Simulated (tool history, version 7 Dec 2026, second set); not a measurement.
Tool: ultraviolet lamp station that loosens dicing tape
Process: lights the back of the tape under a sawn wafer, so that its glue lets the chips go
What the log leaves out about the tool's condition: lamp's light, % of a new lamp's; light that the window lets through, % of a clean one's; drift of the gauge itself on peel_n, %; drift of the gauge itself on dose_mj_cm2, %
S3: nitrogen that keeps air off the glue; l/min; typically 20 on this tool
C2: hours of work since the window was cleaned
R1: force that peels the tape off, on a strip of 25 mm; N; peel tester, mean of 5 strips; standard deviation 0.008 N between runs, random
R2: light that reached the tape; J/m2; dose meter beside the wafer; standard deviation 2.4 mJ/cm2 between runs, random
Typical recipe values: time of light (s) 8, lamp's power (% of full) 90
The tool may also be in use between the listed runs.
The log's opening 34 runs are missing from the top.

{"run": 35, "hour": 328.4, "time of light (s)": 4, "lamp's power (% of full)": 68, "S3": 23, "hours of work of the lamp": 267, "C2": 74, "R1": 1.809, "R2": 910}
{"run": 36, "hour": 340.7, "time of light (s)": 8, "lamp's power (% of full)": 87, "S3": 20, "hours of work of the lamp": 276, "C2": 84, "R1": 0.393, "R2": 2250}
{"run": 37, "hour": 349.7, "time of light (s)": 4, "lamp's power (% of full)": 81, "S3": 25, "hours of work of the lamp": 283, "C2": 91, "R1": 1.457, "R2": 1040}
{"run": 38, "hour": 359.6, "time of light (s)": 8, "lamp's power (% of full)": 64, "S3": 22, "hours of work of the lamp": 290, "C2": 98, "R1": 0.709, "R2": 1650}
{"run": 39, "hour": 366.5, "time of light (s)": 9, "lamp's power (% of full)": 96, "S3": 20, "hours of work of the lamp": 296, "C2": 103, "R1": 0.284, "R2": 2800}
{"run": 40, "hour": 372.2, "time of light (s)": 4, "lamp's power (% of full)": 83, "S3": 16, "hours of work of the lamp": 300, "C2": 108, "R1": 1.717, "R2": 1080}
{"run": 41, "hour": 378.2, "time of light (s)": 5, "lamp's power (% of full)": 89, "S3": 20, "hours of work of the lamp": 305, "C2": 112, "R1": 0.984, "R2": 1430}
{"run": 42, "hour": 388.7, "time of light (s)": 5, "lamp's power (% of full)": 89, "S3": 20, "hours of work of the lamp": 313, "C2": 120, "R1": 0.985, "R2": 1380}
{"run": 43, "hour": 395.3, "time of light (s)": 8, "lamp's power (% of full)": 69, "S3": 11, "hours of work of the lamp": 318, "C2": 126, "R1": 0.959, "R2": 1740}
{"run": 44, "hour": 401.7, "time of light (s)": 6, "lamp's power (% of full)": 71, "S3": 10, "hours of work of the lamp": 323, "C2": 130, "R1": 1.587, "R2": 1300}

4 ways to go on from here, each from the tool as it stands after run 44. What would each give?
{"run": "A", "hour": 411.5, "time of light (s)": 5, "lamp's power (% of full)": 70, "S3": 7, "hours of work of the lamp": 330, "C2": 138, "R1": "?", "R2": "?"}
{"run": "B", "hour": 411.5, "time of light (s)": 15, "lamp's power (% of full)": 90, "S3": 20, "hours of work of the lamp": 330, "C2": 138, "R1": "?", "R2": "?"}
{"run": "C", "hour": 411.5, "time of light (s)": 8, "lamp's power (% of full)": 88, "S3": 30, "hours of work of the lamp": 330, "C2": 138, "R1": "?", "R2": "?"}
{"run": "D", "hour": 411.5, "time of light (s)": 14, "lamp's power (% of full)": 71, "S3": 10, "hours of work of the lamp": 330, "C2": 138, "R1": "?", "R2": "?"}

run=A R1=2.419 R2=1080
run=B R1=0.198 R2=4200
run=C R1=0.359 R2=2170
run=D R1=0.353 R2=3080
Stripped of hidden state, with their random variation kept, the same runs would have yielded:
run=A R1=2.005 R2=1270
run=B R1=0.191 R2=4930
run=C R1=0.282 R2=2550
run=D R1=0.276 R2=3620

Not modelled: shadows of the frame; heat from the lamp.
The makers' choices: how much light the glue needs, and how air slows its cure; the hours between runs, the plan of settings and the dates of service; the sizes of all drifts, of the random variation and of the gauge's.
